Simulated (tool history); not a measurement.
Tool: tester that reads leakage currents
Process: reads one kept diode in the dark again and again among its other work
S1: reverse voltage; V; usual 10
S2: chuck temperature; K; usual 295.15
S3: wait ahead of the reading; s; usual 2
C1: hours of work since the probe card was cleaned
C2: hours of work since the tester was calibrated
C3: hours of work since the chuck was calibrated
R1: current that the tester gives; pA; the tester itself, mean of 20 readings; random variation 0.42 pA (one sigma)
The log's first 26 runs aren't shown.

| run | hour | S1 | S2 | S3 | C1 | C2 | C3 | R1 |
|---|---|---|---|---|---|---|---|---|
| 27 | 1116.4 | 10 | 318.15 | 2.14 | 794 | 1232 | 941 | 991.09 |
| 28 | 1144.9 | 10 | 318.15 | 2.14 | 816 | 1255 | 963 | 993.24 |
| 29 | 1174.8 | 10 | 322.15 | 2 | 840 | 1278 | 987 | 1353.2 |
| 30 | 1209.4 | 10 | 322.15 | 2 | 867 | 1305 | 1014 | 1350.88 |
| 31 | 1255.7 | 2.3 | 296.15 | 7.64 | 903 | 1342 | 1050 | 70.76 |
| 32 | 1294 | 2.3 | 296.15 | 7.64 | 933 | 1372 | 1080 | 71.18 |
| 33 | 1319.9 | 10 | 301.15 | 1.04 | 954 | 1392 | 1101 | 253.46 |
| 34 | 1373.4 | 14.4 | 301.15 | 5.66 | 996 | 1435 | 1143 | 312.22 |
| 35 | 1423.4 | 14.4 | 301.15 | 5.66 | 1035 | 1474 | 1182 | 314.64 |
| 36 | 1469.4 | 18.4 | 295.15 | 1.21 | 1072 | 1510 | 1219 | 215.36 |
| 37 | 1516.8 | 3.7 | 295.15 | 1.73 | 1109 | 1548 | 1256 | 86.51 |
| 38 | 1549.6 | 15.1 | 295.15 | 2.37 | 1135 | 1573 | 1282 | 193.31 |
| 39 | 1596.3 | 10 | 295.15 | 1.88 | 1171 | 1610 | 1318 | 153.48 |

Forecast each of these 4 alternatives for the next run:
| A | 1627.3 | 2.7 | 295.15 | 1.88 | 1196 | 1635 | 1343 | ? |
| B | 1627.3 | 10.1 | 320.15 | 6.77 | 1196 | 1635 | 1343 | ? |
| C | 1627.3 | 10 | 324.15 | 0.33 | 1196 | 1635 | 1343 | ? |
| D | 1627.3 | 5.7 | 306.15 | 2.27 | 1196 | 1635 | 1343 | ? |

| run | R1 |
|---|---|
| A | 72.78 |
| B | 1193.45 |
| C | 1605.92 |
| D | 285.18 |
Without the tool's hidden state the same runs would have given:
| run | R1 |
|---|---|
| A | 66.74 |
| B | 1114.06 |
| C | 1502.42 |
| D | 263.89 |
